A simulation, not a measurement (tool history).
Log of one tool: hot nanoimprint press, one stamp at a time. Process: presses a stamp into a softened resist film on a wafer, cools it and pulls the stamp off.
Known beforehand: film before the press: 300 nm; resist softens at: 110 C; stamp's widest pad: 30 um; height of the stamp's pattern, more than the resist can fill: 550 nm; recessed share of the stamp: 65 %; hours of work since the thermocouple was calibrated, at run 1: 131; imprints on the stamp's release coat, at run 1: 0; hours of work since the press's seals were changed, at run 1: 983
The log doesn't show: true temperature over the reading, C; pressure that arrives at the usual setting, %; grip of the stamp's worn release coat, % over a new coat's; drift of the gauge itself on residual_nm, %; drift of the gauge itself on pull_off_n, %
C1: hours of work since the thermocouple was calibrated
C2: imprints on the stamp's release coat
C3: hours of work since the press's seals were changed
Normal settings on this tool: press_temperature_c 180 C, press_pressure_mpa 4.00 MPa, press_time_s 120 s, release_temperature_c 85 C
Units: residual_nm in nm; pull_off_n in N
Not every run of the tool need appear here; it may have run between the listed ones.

Run 1, day 0.000: usual settings; C1 131; C2 0; C3 983. Result: residual_nm 168.0 nm, pull_off_n 112 N.
Run 2, day 1.812: usual settings but press_temperature_c 183 C; C1 162; C2 110; C3 1015. Result: residual_nm 144.7 nm, pull_off_n 114 N.
At day 2.279: press's hydraulic seals changed and the load cell set to zero.
Run 3, day 3.471: usual settings but press_temperature_c 183 C; C1 186; C2 191; C3 21. Result: residual_nm 140.8 nm, pull_off_n 120 N.
Run 4, day 5.088: usual settings but press_temperature_c 183 C; C1 214; C2 289; C3 49. Result: residual_nm 138.7 nm, pull_off_n 122 N.
Run 5, day 6.675: usual settings; C1 242; C2 386; C3 77. Result: residual_nm 163.7 nm, pull_off_n 125 N.
Run 6, day 8.367: usual settings but press_pressure_mpa 3.64 MPa, press_time_s 81 s, release_temperature_c 72 C; C1 271; C2 488; C3 107. Result: residual_nm 190.6 nm, pull_off_n 165 N.
At day 8.571: plate thermocouple calibrated.
Run 7, day 9.950: usual settings but press_temperature_c 186 C, press_time_s 223 s; C1 24; C2 577; C3 132. Result: residual_nm 88.1 nm, pull_off_n 131 N.
Run 8, day 11.738: usual settings but press_temperature_c 188 C, press_pressure_mpa 5.69 MPa, press_time_s 86 s, release_temperature_c 89 C; C1 55; C2 686; C3 163. Result: residual_nm 103.2 nm, pull_off_n 120 N.
Run 9, day 13.200: usual settings but press_temperature_c 188 C, press_pressure_mpa 5.69 MPa, press_time_s 86 s, release_temperature_c 89 C; C1 81; C2 775; C3 189. Result: residual_nm 102.4 nm, pull_off_n 119 N.
Run 10, day 14.875: usual settings but press_temperature_c 188 C, press_pressure_mpa 5.69 MPa, press_time_s 86 s, release_temperature_c 89 C; C1 110; C2 876; C3 218. Result: residual_nm 101.6 nm, pull_off_n 123 N.

Predict each of these 5 candidate next runs independently; none follows another, all start after run 10:
Run A, day 15.742: usual settings but press_temperature_c 188 C, press_pressure_mpa 4.10 MPa, press_time_s 86 s, release_temperature_c 89 C; C1 125; C2 929; C3 233. Result: residual_nm ?, pull_off_n ?.
Run B, day 15.742: usual settings but press_temperature_c 171 C; C1 125; C2 929; C3 233. Result: residual_nm ?, pull_off_n ?.
Run C, day 15.742: usual settings but press_temperature_c 170 C; C1 125; C2 929; C3 233. Result: residual_nm ?, pull_off_n ?.
Run D, day 15.742: usual settings but press_temperature_c 190 C, press_pressure_mpa 5.51 MPa, press_time_s 210 s; C1 125; C2 929; C3 233. Result: residual_nm ?, pull_off_n ?.
Run E, day 15.742: usual settings but press_pressure_mpa 2.64 MPa, press_time_s 65 s, release_temperature_c 84 C; C1 125; C2 929; C3 233. Result: residual_nm ?, pull_off_n ?.

run  residual_nm  pull_off_n
  A        116.4         122
  B        230.5         137
  C        238.6         133
  D         60.1         137
  E        214.1         139
With no hidden state in the tool, these same runs would have given:
run  residual_nm  pull_off_n
  A        125.2         102
  B        240.3         115
  C        247.8         111
  D         65.0         114
  E        224.2         116
